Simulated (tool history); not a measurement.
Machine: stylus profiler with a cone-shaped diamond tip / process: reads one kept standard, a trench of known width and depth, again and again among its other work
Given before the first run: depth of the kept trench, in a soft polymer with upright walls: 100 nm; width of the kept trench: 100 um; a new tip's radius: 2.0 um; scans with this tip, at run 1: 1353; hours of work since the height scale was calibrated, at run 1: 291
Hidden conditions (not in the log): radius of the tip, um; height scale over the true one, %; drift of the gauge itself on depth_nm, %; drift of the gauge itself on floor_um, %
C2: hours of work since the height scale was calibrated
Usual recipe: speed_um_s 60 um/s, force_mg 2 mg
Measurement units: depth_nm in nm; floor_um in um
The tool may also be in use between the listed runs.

run 1 day=0 | speed_um_s=60 force_mg=2 | scans_with_this_tip=1353 C2=291 | depth_nm=101.24 floor_um=98.46
run 2 day=4.05 | speed_um_s=48 force_mg=2 | scans_with_this_tip=1622 C2=349 | depth_nm=101.22 floor_um=98.53
run 3 day=7.1 | speed_um_s=48 force_mg=2 | scans_with_this_tip=1825 C2=392 | depth_nm=101.31 floor_um=98.53
run 4 day=9.904 | speed_um_s=152 force_mg=2 | scans_with_this_tip=2012 C2=432 | depth_nm=101.27 floor_um=98.04
run 5 day=14.042 | speed_um_s=67 force_mg=2 | scans_with_this_tip=2287 C2=491 | depth_nm=101.2 floor_um=98.41
run 6 day=17.429 | speed_um_s=60 force_mg=2 | scans_with_this_tip=2512 C2=540 | depth_nm=101.23 floor_um=98.44
run 7 day=20.083 | speed_um_s=60 force_mg=2 | scans_with_this_tip=2689 C2=578 | depth_nm=101.23 floor_um=98.45
run 8 day=23.538 | speed_um_s=60 force_mg=0.87 | scans_with_this_tip=2918 C2=627 | depth_nm=100.52 floor_um=98.28
run 9 day=27.546 | speed_um_s=60 force_mg=2 | scans_with_this_tip=3185 C2=684 | depth_nm=101.19 floor_um=98.43
run 10 day=29.921 | speed_um_s=60 force_mg=2 | scans_with_this_tip=3343 C2=718 | depth_nm=101.17 floor_um=98.38
run 11 day=32.121 | speed_um_s=60 force_mg=2 | scans_with_this_tip=3489 C2=750 | depth_nm=101.26 floor_um=98.42
run 12 day=36.425 | speed_um_s=60 force_mg=2 | scans_with_this_tip=3775 C2=811 | depth_nm=101.1 floor_um=98.39
run 13 day=40.075 | speed_um_s=60 force_mg=2 | scans_with_this_tip=4018 C2=863 | depth_nm=101.06 floor_um=98.38
run 14 day=43.438 | speed_um_s=15 force_mg=2 | scans_with_this_tip=4242 C2=911 | depth_nm=101.17 floor_um=98.63
run 15 day=46.979 | speed_um_s=15 force_mg=2 | scans_with_this_tip=4478 C2=962 | depth_nm=101.17 floor_um=98.57
run 16 day=49.892 | speed_um_s=15 force_mg=2 | scans_with_this_tip=4671 C2=1003 | depth_nm=101.13 floor_um=98.57
run 17 day=52.292 | speed_um_s=60 force_mg=4.13 | scans_with_this_tip=4831 C2=1038 | depth_nm=101.99 floor_um=98.38
run 18 day=55.204 | speed_um_s=60 force_mg=4.13 | scans_with_this_tip=5025 C2=1079 | depth_nm=101.94 floor_um=98.43
run 19 day=59.638 | speed_um_s=60 force_mg=2 | scans_with_this_tip=5319 C2=1143 | depth_nm=101.06 floor_um=98.39
-- day=60.062 height scale calibrated on a step standard
run 20 day=64.242 | speed_um_s=60 force_mg=2 | scans_with_this_tip=5624 C2=60 | depth_nm=100.79 floor_um=98.32
run 21 day=66.254 | speed_um_s=60 force_mg=2 | scans_with_this_tip=5758 C2=88 | depth_nm=100.85 floor_um=98.31
run 22 day=69.808 | speed_um_s=60 force_mg=2 | scans_with_this_tip=5994 C2=139 | depth_nm=100.86 floor_um=98.35
run 23 day=73.333 | speed_um_s=60 force_mg=2 | scans_with_this_tip=6229 C2=190 | depth_nm=100.87 floor_um=98.39
-- day=74.158 height scale calibrated on a step standard, once more
run 24 day=75.562 | speed_um_s=184 force_mg=2.86 | scans_with_this_tip=6376 C2=20 | depth_nm=101.74 floor_um=97.97
run 25 day=77.8 | speed_um_s=103 force_mg=4.06 | scans_with_this_tip=6524 C2=52 | depth_nm=102.3 floor_um=98.28
run 26 day=81.304 | speed_um_s=103 force_mg=4.06 | scans_with_this_tip=6758 C2=102 | depth_nm=102.11 floor_um=98.3
run 27 day=83.175 | speed_um_s=178 force_mg=0.9 | scans_with_this_tip=6882 C2=129 | depth_nm=100.74 floor_um=97.43
run 28 day=86.154 | speed_um_s=60 force_mg=1.2 | scans_with_this_tip=7080 C2=171 | depth_nm=101.08 floor_um=98.2
run 29 day=88.183 | speed_um_s=75 force_mg=3.66 | scans_with_this_tip=7215 C2=200 | depth_nm=102.05 floor_um=98.36
run 30 day=91.058 | speed_um_s=180 force_mg=3.75 | scans_with_this_tip=7406 C2=241 | depth_nm=102.07 floor_um=98.04
run 31 day=94.717 | speed_um_s=220 force_mg=3.42 | scans_with_this_tip=7650 C2=294 | depth_nm=101.87 floor_um=97.85
run 32 day=98.512 | speed_um_s=220 force_mg=0.92 | scans_with_this_tip=7902 C2=348 | depth_nm=100.7 floor_um=97.15
run 33 day=100.929 | speed_um_s=86 force_mg=2.15 | scans_with_this_tip=8063 C2=382 | depth_nm=101.44 floor_um=98.19
run 34 day=103.396 | speed_um_s=152 force_mg=0.68 | scans_with_this_tip=8227 C2=418 | depth_nm=100.53 floor_um=97.41
run 35 day=107.542 | speed_um_s=152 force_mg=0.68 | scans_with_this_tip=8503 C2=477 | depth_nm=100.64 floor_um=97.41
run 36 day=109.538 | speed_um_s=108 force_mg=1.68 | scans_with_this_tip=8635 C2=505 | depth_nm=101.12 floor_um=98
run 37 day=113.1 | speed_um_s=108 force_mg=1.68 | scans_with_this_tip=8872 C2=556 | depth_nm=101.1 floor_um=98.03
run 38 day=115.988 | speed_um_s=108 force_mg=1.68 | scans_with_this_tip=9064 C2=598 | depth_nm=101.02 floor_um=98.04
run 39 day=120.221 | speed_um_s=108 force_mg=1.68 | scans_with_this_tip=9346 C2=658 | depth_nm=101.02 floor_um=98.01
run 40 day=123.971 | speed_um_s=57 force_mg=0.98 | scans_with_this_tip=9595 C2=712 | depth_nm=100.71 floor_um=98.22
run 41 day=126.1 | speed_um_s=36 force_mg=0.71 | scans_with_this_tip=9737 C2=742 | depth_nm=100.49 floor_um=98.27
run 42 day=128.862 | speed_um_s=37 force_mg=5.44 | scans_with_this_tip=9921 C2=781 | depth_nm=102.49 floor_um=98.42
run 43 day=131.688 | speed_um_s=224 force_mg=3.66 | scans_with_this_tip=10108 C2=822 | depth_nm=101.9 floor_um=97.8
run 44 day=136.062 | speed_um_s=84 force_mg=1.32 | scans_with_this_tip=10399 C2=884 | depth_nm=100.83 floor_um=98.04
run 45 day=139.825 | speed_um_s=65 force_mg=2 | scans_with_this_tip=10650 C2=938 | depth_nm=101.18 floor_um=98.2

Across each entry between runs, compare the hidden state at the last listed run before it with the hidden state at the first listed run after it:
Run 19 -> run 20: height scale calibrated on a step standard (day 60.062)
  radius of the tip, um: 2.44 -> 2.46; height scale over the true one, %: -0.346 -> -0.551
  measured less the result without the state, depth_nm: -0.35 -> -0.56 nm; floor_um: -0.14 -> -0.14 um
Run 23 -> run 24: height scale calibrated on a step standard, once more (day 74.158)
  radius of the tip, um: 2.51 -> 2.52; height scale over the true one, %: -0.587 -> 0.015
  measured less the result without the state, depth_nm: -0.59 -> +0.02 nm; floor_um: -0.15 -> -0.16 um
